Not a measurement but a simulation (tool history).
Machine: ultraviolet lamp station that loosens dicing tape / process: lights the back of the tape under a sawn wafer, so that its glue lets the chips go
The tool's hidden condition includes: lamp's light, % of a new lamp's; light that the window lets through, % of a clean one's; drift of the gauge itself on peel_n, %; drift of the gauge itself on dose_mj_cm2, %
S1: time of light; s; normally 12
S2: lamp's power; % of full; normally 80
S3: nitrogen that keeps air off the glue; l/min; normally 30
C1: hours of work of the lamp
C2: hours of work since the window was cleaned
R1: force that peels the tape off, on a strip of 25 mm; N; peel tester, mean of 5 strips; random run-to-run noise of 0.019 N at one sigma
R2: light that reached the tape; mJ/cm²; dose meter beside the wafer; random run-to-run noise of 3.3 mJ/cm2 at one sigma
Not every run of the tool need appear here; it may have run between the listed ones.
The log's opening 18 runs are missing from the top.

Run 19, hour 593.8: usual settings; C1 1328; C2 110. Result: R1 1.607 N, R2 374 mJ/cm².
Run 20, hour 617.7: usual settings; C1 1343; C2 126. Result: R1 1.623 N, R2 368 mJ/cm².
Run 21, hour 652.5: usual settings but S3 24 l/min; C1 1366; C2 149. Result: R1 1.800 N, R2 368 mJ/cm².
Run 22, hour 689.8: usual settings but S2 90 % of full, S3 13 l/min; C1 1391; C2 173. Result: R1 1.835 N, R2 405 mJ/cm².
Run 23, hour 739.1: usual settings but S1 21 s, S2 75 % of full, S3 14 l/min; C1 1423; C2 206. Result: R1 1.047 N, R2 576 mJ/cm².
Run 24, hour 766.8: usual settings but S2 71 % of full; C1 1441; C2 224. Result: R1 2.003 N, R2 306 mJ/cm².
Run 25, hour 798.2: usual settings but S1 6 s, S2 87 % of full; C1 1462; C2 244. Result: R1 3.498 N, R2 187 mJ/cm².
Run 26, hour 834.8: usual settings but S1 6 s, S2 87 % of full; C1 1486; C2 268. Result: R1 3.440 N, R2 187 mJ/cm².
Run 27, hour 857.8: usual settings but S2 62 % of full, S3 19 l/min; C1 1501; C2 283. Result: R1 2.731 N, R2 262 mJ/cm².
Run 28, hour 879.4: usual settings but S3 36 l/min; C1 1515; C2 297. Result: R1 1.782 N, R2 334 mJ/cm².
Run 29, hour 929.0: usual settings but S3 36 l/min; C1 1547; C2 330. Result: R1 1.816 N, R2 328 mJ/cm².
Run 30, hour 978.5: usual settings but S2 86 % of full; C1 1580; C2 362. Result: R1 1.731 N, R2 345 mJ/cm².
Run 31, hour 1016.9: usual settings but S3 24 l/min; C1 1605; C2 388. Result: R1 2.199 N, R2 310 mJ/cm².
Run 32, hour 1053.9: usual settings but S1 7 s; C1 1629; C2 412. Result: R1 3.524 N, R2 179 mJ/cm².
Run 33, hour 1076.2: usual settings but S1 8 s, S2 78 % of full, S3 17 l/min; C1 1644; C2 426. Result: R1 3.501 N, R2 199 mJ/cm².
Run 34, hour 1118.1: usual settings but S1 8 s, S2 78 % of full, S3 17 l/min; C1 1671; C2 454. Result: R1 3.613 N, R2 195 mJ/cm².
Run 35, hour 1153.8: usual settings but S1 8 s, S2 64 % of full, S3 18 l/min; C1 1695; C2 477. Result: R1 4.062 N, R2 162 mJ/cm².
Run 36, hour 1185.2: usual settings but S1 23 s, S2 88 % of full, S3 45 l/min; C1 1715; C2 498. Result: R1 0.579 N, R2 616 mJ/cm².
Run 37, hour 1224.0: usual settings but S3 25 l/min; C1 1741; C2 523. Result: R1 2.298 N, R2 290 mJ/cm².
Run 38, hour 1245.2: usual settings but S3 25 l/min; C1 1754; C2 537. Result: R1 2.491 N, R2 286 mJ/cm².
Run 39, hour 1270.4: usual settings but S1 18 s, S2 76 % of full, S3 19 l/min; C1 1771; C2 554. Result: R1 1.695 N, R2 407 mJ/cm².
At hour 1315.5: window cleaned of glue's vapour.
Run 40, hour 1317.8: usual settings but S1 18 s, S2 76 % of full, S3 19 l/min; C1 1802; C2 1. Result: R1 1.249 N, R2 487 mJ/cm².
Run 41, hour 1342.4: usual settings but S1 18 s, S2 76 % of full, S3 19 l/min; C1 1818; C2 18. Result: R1 1.272 N, R2 480 mJ/cm².
At hour 1356.9: lamp changed.
Run 42, hour 1392.3: usual settings but S1 7 s, S2 93 % of full, S3 35 l/min; C1 23; C2 50. Result: R1 1.657 N, R2 347 mJ/cm².

Below are 5 alternative next runs, each starting from the tool's condition after run 42. Predict each:
Run A, hour 1417.6: usual settings but S1 19 s, S2 76 % of full, S3 9 l/min; C1 40; C2 66. Result: R1 ?, R2 ?.
Run B, hour 1417.6: usual settings but S1 7 s, S2 79 % of full, S3 28 l/min; C1 40; C2 66. Result: R1 ?, R2 ?.
Run C, hour 1417.6: usual settings but S1 7 s, S2 79 % of full, S3 35 l/min; C1 40; C2 66. Result: R1 ?, R2 ?.
Run D, hour 1417.6: usual settings but S1 7 s, S2 93 % of full, S3 45 l/min; C1 40; C2 66. Result: R1 ?, R2 ?.
Run E, hour 1417.6: usual settings but S1 7 s, S2 93 % of full, S3 12 l/min; C1 40; C2 66. Result: R1 ?, R2 ?.

run     R1   R2
  A  0.791  764
  B  2.273  292
  C  2.091  292
  D  1.617  345
  E  2.352  346
What these runs would have given with no unlogged condition in the tool:
run     R1   R2
  A  0.730  796
  B  2.165  305
  C  1.988  305
  D  1.523  360
  E  2.245  361
